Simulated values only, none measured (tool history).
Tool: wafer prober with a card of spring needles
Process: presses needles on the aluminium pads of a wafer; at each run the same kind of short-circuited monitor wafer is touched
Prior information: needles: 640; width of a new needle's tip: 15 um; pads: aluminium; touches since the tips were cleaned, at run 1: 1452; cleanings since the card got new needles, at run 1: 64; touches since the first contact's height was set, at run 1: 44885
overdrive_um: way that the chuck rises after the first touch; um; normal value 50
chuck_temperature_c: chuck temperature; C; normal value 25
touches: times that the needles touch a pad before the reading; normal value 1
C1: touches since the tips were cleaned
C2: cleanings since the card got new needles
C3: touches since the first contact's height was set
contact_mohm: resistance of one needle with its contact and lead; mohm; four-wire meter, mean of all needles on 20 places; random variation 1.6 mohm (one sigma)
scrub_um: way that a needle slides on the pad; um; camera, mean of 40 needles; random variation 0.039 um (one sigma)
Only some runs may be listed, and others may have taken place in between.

{"run": 1, "day": 0.0, "overdrive_um": 50, "chuck_temperature_c": 25, "touches": 1, "C1": 1452, "C2": 64, "C3": 44885, "contact_mohm": 296, "scrub_um": 7.56}
{"day": 0.288, "done": "tips cleaned on abrasive film"}
{"day": 0.692, "done": "tips cleaned on abrasive film"}
{"run": 2, "day": 0.692, "overdrive_um": 50, "chuck_temperature_c": 25, "touches": 1, "C1": 0, "C2": 66, "C3": 54129, "contact_mohm": 180, "scrub_um": 7.57}
{"day": 1.088, "done": "tips cleaned on abrasive film"}
{"run": 3, "day": 1.267, "overdrive_um": 50, "chuck_temperature_c": 83, "touches": 1, "C1": 2403, "C2": 67, "C3": 61818, "contact_mohm": 334, "scrub_um": 7.57}
{"day": 1.475, "done": "tips cleaned on abrasive film"}
{"run": 4, "day": 1.692, "overdrive_um": 50, "chuck_temperature_c": 83, "touches": 1, "C1": 2948, "C2": 68, "C3": 67558, "contact_mohm": 361, "scrub_um": 7.58}
{"day": 1.862, "done": "tips cleaned on abrasive film"}
{"day": 2.279, "done": "tips cleaned on abrasive film"}
{"run": 5, "day": 2.288, "overdrive_um": 50, "chuck_temperature_c": 101, "touches": 1, "C1": 133, "C2": 70, "C3": 75468, "contact_mohm": 195, "scrub_um": 7.44}
{"day": 2.683, "done": "tips cleaned on abrasive film"}
{"run": 6, "day": 2.683, "overdrive_um": 50, "chuck_temperature_c": 25, "touches": 1, "C1": 0, "C2": 71, "C3": 80779, "contact_mohm": 177, "scrub_um": 7.48}
{"day": 3.088, "done": "tips cleaned on abrasive film"}
{"run": 7, "day": 3.088, "overdrive_um": 50, "chuck_temperature_c": 25, "touches": 1, "C1": 0, "C2": 72, "C3": 86172, "contact_mohm": 167, "scrub_um": 7.45}
{"run": 8, "day": 3.462, "overdrive_um": 50, "chuck_temperature_c": 25, "touches": 2, "C1": 5048, "C2": 72, "C3": 91220, "contact_mohm": 349, "scrub_um": 7.49}
{"day": 3.529, "done": "tips cleaned on abrasive film"}
{"run": 9, "day": 3.796, "overdrive_um": 50, "chuck_temperature_c": 25, "touches": 2, "C1": 3557, "C2": 73, "C3": 95675, "contact_mohm": 317, "scrub_um": 7.44}
{"day": 3.925, "done": "tips cleaned on abrasive film"}
{"day": 4.342, "done": "tips cleaned on abrasive film"}
{"run": 10, "day": 4.379, "overdrive_um": 50, "chuck_temperature_c": 114, "touches": 2, "C1": 493, "C2": 75, "C3": 103476, "contact_mohm": 198, "scrub_um": 7.41}
{"day": 4.654, "done": "height of the first contact set anew"}
{"run": 11, "day": 4.696, "overdrive_um": 50, "chuck_temperature_c": 25, "touches": 3, "C1": 4618, "C2": 75, "C3": 553, "contact_mohm": 254, "scrub_um": 7.68}
{"day": 4.796, "done": "tips cleaned on abrasive film"}
{"day": 5.196, "done": "tips cleaned on abrasive film"}
{"run": 12, "day": 5.3, "overdrive_um": 50, "chuck_temperature_c": 25, "touches": 1, "C1": 1418, "C2": 77, "C3": 8605, "contact_mohm": 286, "scrub_um": 7.73}
{"day": 5.612, "done": "tips cleaned on abrasive film"}
{"run": 13, "day": 5.646, "overdrive_um": 50, "chuck_temperature_c": 25, "touches": 1, "C1": 479, "C2": 78, "C3": 13230, "contact_mohm": 220, "scrub_um": 7.68}
{"day": 6.012, "done": "tips cleaned on abrasive film"}
{"run": 14, "day": 6.088, "overdrive_um": 50, "chuck_temperature_c": 27, "touches": 1, "C1": 995, "C2": 79, "C3": 19134, "contact_mohm": 272, "scrub_um": 7.67}
{"day": 6.417, "done": "tips cleaned on abrasive film"}
{"run": 15, "day": 6.417, "overdrive_um": 50, "chuck_temperature_c": 27, "touches": 1, "C1": 0, "C2": 80, "C3": 23499, "contact_mohm": 184, "scrub_um": 7.69}
{"day": 6.817, "done": "tips cleaned on abrasive film"}
{"run": 16, "day": 6.979, "overdrive_um": 50, "chuck_temperature_c": 89, "touches": 1, "C1": 2203, "C2": 81, "C3": 31083, "contact_mohm": 342, "scrub_um": 7.66}
{"day": 7.217, "done": "tips cleaned on abrasive film"}
{"run": 17, "day": 7.567, "overdrive_um": 50, "chuck_temperature_c": 89, "touches": 1, "C1": 4753, "C2": 82, "C3": 38970, "contact_mohm": 451, "scrub_um": 7.66}
{"day": 7.612, "done": "tips cleaned on abrasive film"}
{"day": 8.008, "done": "tips cleaned on abrasive film"}
{"run": 18, "day": 8.138, "overdrive_um": 35, "chuck_temperature_c": 84, "touches": 2, "C1": 1760, "C2": 84, "C3": 46574, "contact_mohm": 358, "scrub_um": 5.26}
{"day": 8.421, "done": "tips cleaned on abrasive film"}
{"run": 19, "day": 8.525, "overdrive_um": 53, "chuck_temperature_c": 25, "touches": 2, "C1": 1403, "C2": 85, "C3": 51745, "contact_mohm": 233, "scrub_um": 8.02}
{"day": 8.838, "done": "tips cleaned on abrasive film"}
{"run": 20, "day": 9.079, "overdrive_um": 53, "chuck_temperature_c": 25, "touches": 2, "C1": 3293, "C2": 86, "C3": 59186, "contact_mohm": 293, "scrub_um": 8.03}
{"day": 9.221, "done": "tips cleaned on abrasive film"}
{"day": 9.617, "done": "tips cleaned on abrasive film"}
{"run": 21, "day": 9.788, "overdrive_um": 36, "chuck_temperature_c": 25, "touches": 1, "C1": 2267, "C2": 88, "C3": 68615, "contact_mohm": 536, "scrub_um": 5.36}
{"day": 10.008, "done": "tips cleaned on abrasive film"}
{"run": 22, "day": 10.158, "overdrive_um": 42, "chuck_temperature_c": 38, "touches": 1, "C1": 2064, "C2": 89, "C3": 73623, "contact_mohm": 441, "scrub_um": 6.23}
{"day": 10.417, "done": "tips cleaned on abrasive film"}
{"run": 23, "day": 10.679, "overdrive_um": 49, "chuck_temperature_c": 25, "touches": 2, "C1": 3531, "C2": 90, "C3": 80570, "contact_mohm": 320, "scrub_um": 7.33}
{"day": 10.821, "done": "tips cleaned on abrasive film"}
{"day": 11.229, "done": "tips cleaned on abrasive film"}
{"run": 24, "day": 11.379, "overdrive_um": 49, "chuck_temperature_c": 25, "touches": 2, "C1": 2038, "C2": 92, "C3": 89963, "contact_mohm": 287, "scrub_um": 7.35}
{"day": 11.625, "done": "tips cleaned on abrasive film"}
{"day": 12.033, "done": "tips cleaned on abrasive film"}
{"run": 25, "day": 12.1, "overdrive_um": 48, "chuck_temperature_c": 76, "touches": 2, "C1": 919, "C2": 94, "C3": 99563, "contact_mohm": 225, "scrub_um": 7.12}
{"day": 12.425, "done": "tips cleaned on abrasive film"}
{"day": 12.679, "done": "height of the first contact set anew"}
{"run": 26, "day": 12.679, "overdrive_um": 48, "chuck_temperature_c": 76, "touches": 2, "C1": 3289, "C2": 95, "C3": 0, "contact_mohm": 316, "scrub_um": 7.48}
{"day": 12.821, "done": "tips cleaned on abrasive film"}
{"day": 13.217, "done": "tips cleaned on abrasive film"}
{"run": 27, "day": 13.288, "overdrive_um": 53, "chuck_temperature_c": 47, "touches": 2, "C1": 951, "C2": 97, "C3": 8095, "contact_mohm": 217, "scrub_um": 8.18}
{"day": 13.642, "done": "tips cleaned on abrasive film"}
{"run": 28, "day": 13.867, "overdrive_um": 50, "chuck_temperature_c": 39, "touches": 1, "C1": 3029, "C2": 98, "C3": 15877, "contact_mohm": 394, "scrub_um": 7.74}
{"day": 14.062, "done": "tips cleaned on abrasive film"}
{"run": 29, "day": 14.196, "overdrive_um": 50, "chuck_temperature_c": 41, "touches": 1, "C1": 1844, "C2": 99, "C3": 20306, "contact_mohm": 345, "scrub_um": 7.65}
{"day": 14.479, "done": "tips cleaned on abrasive film"}
{"run": 30, "day": 14.55, "overdrive_um": 50, "chuck_temperature_c": 41, "touches": 1, "C1": 974, "C2": 100, "C3": 25024, "contact_mohm": 261, "scrub_um": 7.67}
{"run": 31, "day": 14.854, "overdrive_um": 31, "chuck_temperature_c": 41, "touches": 3, "C1": 5061, "C2": 100, "C3": 29111, "contact_mohm": 465, "scrub_um": 4.76}

Per-run results on a tool with no hidden state, each run keeping its own random variation:
Hidden state at play: debris on the tips, nm; way that the needles fall short of the set height, um; tips' diameter, um; drift of the gauge itself on contact_mohm, %; drift of the gauge itself on scrub_um, %.
run=1 contact_mohm=151 scrub_um=7.71
run=2 contact_mohm=146 scrub_um=7.75
run=3 contact_mohm=163 scrub_um=7.77
run=4 contact_mohm=162 scrub_um=7.79
run=5 contact_mohm=166 scrub_um=7.70
run=6 contact_mohm=150 scrub_um=7.75
run=7 contact_mohm=150 scrub_um=7.73
run=8 contact_mohm=150 scrub_um=7.77
run=9 contact_mohm=151 scrub_um=7.74
run=10 contact_mohm=163 scrub_um=7.76
run=11 contact_mohm=151 scrub_um=7.68
run=12 contact_mohm=150 scrub_um=7.76
run=13 contact_mohm=150 scrub_um=7.72
run=14 contact_mohm=152 scrub_um=7.74
run=15 contact_mohm=151 scrub_um=7.77
run=16 contact_mohm=162 scrub_um=7.76
run=17 contact_mohm=163 scrub_um=7.78
run=18 contact_mohm=167 scrub_um=5.42
run=19 contact_mohm=147 scrub_um=8.20
run=20 contact_mohm=150 scrub_um=8.23
run=21 contact_mohm=157 scrub_um=5.60
run=22 contact_mohm=159 scrub_um=6.48
run=23 contact_mohm=150 scrub_um=7.61
run=24 contact_mohm=151 scrub_um=7.66
run=25 contact_mohm=163 scrub_um=7.47
run=26 contact_mohm=165 scrub_um=7.48
run=27 contact_mohm=151 scrub_um=8.21
run=28 contact_mohm=154 scrub_um=7.79
run=29 contact_mohm=156 scrub_um=7.72
run=30 contact_mohm=153 scrub_um=7.76
run=31 contact_mohm=165 scrub_um=4.85
